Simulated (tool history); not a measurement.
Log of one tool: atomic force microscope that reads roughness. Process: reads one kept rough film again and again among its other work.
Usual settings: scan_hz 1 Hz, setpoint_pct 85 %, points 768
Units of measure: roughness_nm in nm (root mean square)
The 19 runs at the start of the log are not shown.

run     day  scan_hz  setpoint_pct  points  roughness_nm
 20  25.717     1.06            89     767         1.257
 21  27.408     1.06            89     767         1.273
 22  28.196     0.73            71     958         1.435
     28.658  -- new tip fitted
 23  29.617     0.76            68     514          1.42
 24  30.583     0.76            65     514         1.451
 25  32.408     0.76            65     514         1.445
 26  33.233     1.43            73     714         1.353
 27   34.15     1.43            73     714         1.335
     35.483  -- new tip fitted
 28  35.792        1            66     768         1.424
 29  37.575     2.18            86     326         1.106
 30   39.15        1            85     298         1.296

Consider 3 possible next runs. They are alternatives, not a sequence: every one starts from the tool as it was left by run 30. What does each give?
  A  40.121     0.92            85     298             ?
  B  40.121     1.03            85     298             ?
  C  40.121        1            85     742             ?

run  roughness_nm
  A          1.31
  B         1.283
  C         1.305
Had the tool no hidden state, the same runs would have come out as:
run  roughness_nm
  A         1.313
  B         1.286
  C         1.308

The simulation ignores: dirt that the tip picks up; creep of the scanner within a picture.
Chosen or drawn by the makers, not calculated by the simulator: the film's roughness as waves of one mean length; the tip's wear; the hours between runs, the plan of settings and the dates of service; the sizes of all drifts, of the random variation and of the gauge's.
